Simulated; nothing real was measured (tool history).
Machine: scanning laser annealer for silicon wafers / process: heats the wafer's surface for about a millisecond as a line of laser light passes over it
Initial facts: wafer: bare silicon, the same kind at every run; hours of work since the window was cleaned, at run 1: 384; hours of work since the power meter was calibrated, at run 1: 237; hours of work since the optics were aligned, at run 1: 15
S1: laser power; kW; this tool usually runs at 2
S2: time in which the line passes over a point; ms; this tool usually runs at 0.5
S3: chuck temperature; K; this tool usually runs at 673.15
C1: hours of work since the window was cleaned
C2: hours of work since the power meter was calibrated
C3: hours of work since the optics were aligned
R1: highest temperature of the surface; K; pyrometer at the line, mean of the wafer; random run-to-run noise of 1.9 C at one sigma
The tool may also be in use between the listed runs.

{"run": 1, "day": 0.0, "S1": 2, "S2": 0.5, "S3": 673.15, "C1": 384, "C2": 237, "C3": 15, "R1": 1431.15}
{"run": 2, "day": 1.075, "S1": 2, "S2": 0.5, "S3": 661.15, "C1": 405, "C2": 258, "C3": 35, "R1": 1418.15}
{"run": 3, "day": 2.558, "S1": 1.811, "S2": 0.5, "S3": 673.15, "C1": 433, "C2": 286, "C3": 64, "R1": 1338.15}
{"run": 4, "day": 4.388, "S1": 1.811, "S2": 0.5, "S3": 673.15, "C1": 468, "C2": 321, "C3": 99, "R1": 1335.15}
{"run": 5, "day": 5.896, "S1": 1.811, "S2": 0.5, "S3": 673.15, "C1": 496, "C2": 349, "C3": 127, "R1": 1331.15}
{"run": 6, "day": 6.946, "S1": 1.811, "S2": 0.5, "S3": 691.15, "C1": 516, "C2": 369, "C3": 147, "R1": 1350.15}
{"run": 7, "day": 8.804, "S1": 1.811, "S2": 0.5, "S3": 691.15, "C1": 552, "C2": 405, "C3": 183, "R1": 1346.15}
{"run": 8, "day": 10.433, "S1": 2, "S2": 0.5, "S3": 673.15, "C1": 583, "C2": 436, "C3": 214, "R1": 1414.15}
{"day": 11.571, "done": "window over the wafer cleaned"}
{"run": 9, "day": 11.788, "S1": 2.104, "S2": 0.5, "S3": 673.15, "C1": 4, "C2": 460, "C3": 238, "R1": 1502.15}
{"run": 10, "day": 12.875, "S1": 2.104, "S2": 0.5, "S3": 673.15, "C1": 25, "C2": 481, "C3": 258, "R1": 1502.15}
{"run": 11, "day": 14.246, "S1": 2, "S2": 0.423, "S3": 673.15, "C1": 51, "C2": 507, "C3": 285, "R1": 1378.15}
{"run": 12, "day": 15.721, "S1": 2, "S2": 0.423, "S3": 637.15, "C1": 79, "C2": 535, "C3": 313, "R1": 1342.15}
{"run": 13, "day": 17.446, "S1": 2, "S2": 0.5, "S3": 648.15, "C1": 112, "C2": 568, "C3": 345, "R1": 1418.15}
{"run": 14, "day": 18.279, "S1": 2, "S2": 0.422, "S3": 673.15, "C1": 128, "C2": 583, "C3": 361, "R1": 1369.15}
{"run": 15, "day": 20.162, "S1": 2, "S2": 0.503, "S3": 673.15, "C1": 164, "C2": 619, "C3": 397, "R1": 1443.15}
{"run": 16, "day": 21.746, "S1": 2, "S2": 0.503, "S3": 673.15, "C1": 194, "C2": 649, "C3": 427, "R1": 1440.15}
{"run": 17, "day": 23.425, "S1": 2, "S2": 0.477, "S3": 673.15, "C1": 226, "C2": 681, "C3": 459, "R1": 1415.15}
{"run": 18, "day": 25.204, "S1": 2, "S2": 0.477, "S3": 673.15, "C1": 259, "C2": 715, "C3": 493, "R1": 1409.15}
{"run": 19, "day": 27.071, "S1": 2, "S2": 0.477, "S3": 673.15, "C1": 295, "C2": 751, "C3": 529, "R1": 1408.15}
{"run": 20, "day": 28.483, "S1": 2, "S2": 0.515, "S3": 673.15, "C1": 322, "C2": 778, "C3": 556, "R1": 1439.15}
{"run": 21, "day": 29.475, "S1": 2, "S2": 0.515, "S3": 673.15, "C1": 341, "C2": 797, "C3": 574, "R1": 1436.15}
{"run": 22, "day": 30.333, "S1": 2.019, "S2": 0.405, "S3": 693.15, "C1": 357, "C2": 813, "C3": 591, "R1": 1365.15}
{"run": 23, "day": 31.512, "S1": 1.928, "S2": 0.457, "S3": 677.15, "C1": 379, "C2": 835, "C3": 613, "R1": 1356.15}
{"run": 24, "day": 33.088, "S1": 2.047, "S2": 0.482, "S3": 670.15, "C1": 409, "C2": 865, "C3": 643, "R1": 1420.15}
{"run": 25, "day": 34.883, "S1": 2.038, "S2": 0.575, "S3": 673.15, "C1": 444, "C2": 899, "C3": 677, "R1": 1493.15}
{"run": 26, "day": 35.792, "S1": 2.038, "S2": 0.575, "S3": 673.15, "C1": 461, "C2": 917, "C3": 695, "R1": 1493.15}
{"run": 27, "day": 37.562, "S1": 2.025, "S2": 0.5, "S3": 663.15, "C1": 495, "C2": 950, "C3": 728, "R1": 1412.15}
{"run": 28, "day": 38.612, "S1": 2.108, "S2": 0.396, "S3": 689.15, "C1": 515, "C2": 970, "C3": 748, "R1": 1378.15}
{"run": 29, "day": 39.758, "S1": 2, "S2": 0.471, "S3": 669.15, "C1": 536, "C2": 992, "C3": 770, "R1": 1379.15}
{"run": 30, "day": 41.2, "S1": 2, "S2": 0.471, "S3": 669.15, "C1": 564, "C2": 1020, "C3": 798, "R1": 1376.15}
{"run": 31, "day": 42.488, "S1": 1.974, "S2": 0.404, "S3": 667.15, "C1": 588, "C2": 1044, "C3": 822, "R1": 1303.15}
{"day": 43.242, "done": "window over the wafer cleaned"}
{"run": 32, "day": 43.908, "S1": 1.974, "S2": 0.404, "S3": 667.15, "C1": 13, "C2": 1070, "C3": 847, "R1": 1341.15}
{"run": 33, "day": 45.008, "S1": 2, "S2": 0.5, "S3": 644.15, "C1": 34, "C2": 1091, "C3": 868, "R1": 1414.15}
{"run": 34, "day": 45.904, "S1": 2.107, "S2": 0.384, "S3": 673.15, "C1": 51, "C2": 1108, "C3": 885, "R1": 1377.15}
{"run": 35, "day": 47.775, "S1": 1.918, "S2": 0.384, "S3": 673.15, "C1": 86, "C2": 1143, "C3": 921, "R1": 1301.15}
{"run": 36, "day": 49.512, "S1": 1.918, "S2": 0.426, "S3": 698.15, "C1": 119, "C2": 1176, "C3": 954, "R1": 1363.15}
{"run": 37, "day": 50.521, "S1": 2.049, "S2": 0.472, "S3": 698.15, "C1": 138, "C2": 1195, "C3": 973, "R1": 1457.15}
{"run": 38, "day": 52.083, "S1": 1.994, "S2": 0.438, "S3": 680.15, "C1": 168, "C2": 1225, "C3": 1003, "R1": 1383.15}
{"run": 39, "day": 53.675, "S1": 1.906, "S2": 0.356, "S3": 669.15, "C1": 199, "C2": 1255, "C3": 1033, "R1": 1258.15}
{"run": 40, "day": 55.312, "S1": 2.092, "S2": 0.372, "S3": 670.15, "C1": 230, "C2": 1287, "C3": 1065, "R1": 1346.15}
{"day": 56.062, "done": "optics aligned, line set to its width"}
{"run": 41, "day": 56.992, "S1": 2.092, "S2": 0.372, "S3": 670.15, "C1": 258, "C2": 1315, "C3": 18, "R1": 1349.15}

A few steps of R1 between consecutive runs. Split each: what settings, incoming material and random variation would produce without the hidden state, and what is left over for the hidden state, along with gauge scatter present in only one of the two compared results (measured, and without hidden state):
Hidden state present: light that passes the window, % of a clean one's; laser's true power over the reading, %; width of the line over the set one, %; drift of the gauge itself on peak_c, C.
Run 7 -> 8: S1 1.811 -> 2, S3 691.15 -> 673.15. R1 +68 K: hidden state -7, all else +75.
Run 8 -> 9: S1 2 -> 2.104, window over the wafer cleaned. R1 +88 K: hidden state +40, all else +48.
Run 10 -> 11: S1 2.104 -> 2, S2 0.5 -> 0.423. R1 -124 K: hidden state -2, all else -122.
Run 31 -> 32: window over the wafer cleaned. R1 +38 K: hidden state +36, all else +2.
Run 36 -> 37: S1 1.918 -> 2.049, S2 0.426 -> 0.472. R1 +94 K: hidden state -5, all else +99.
Run 38 -> 39: S1 1.994 -> 1.906, S2 0.438 -> 0.356, S3 680.15 -> 669.15. R1 -125 K: hidden state +2, all else -127.
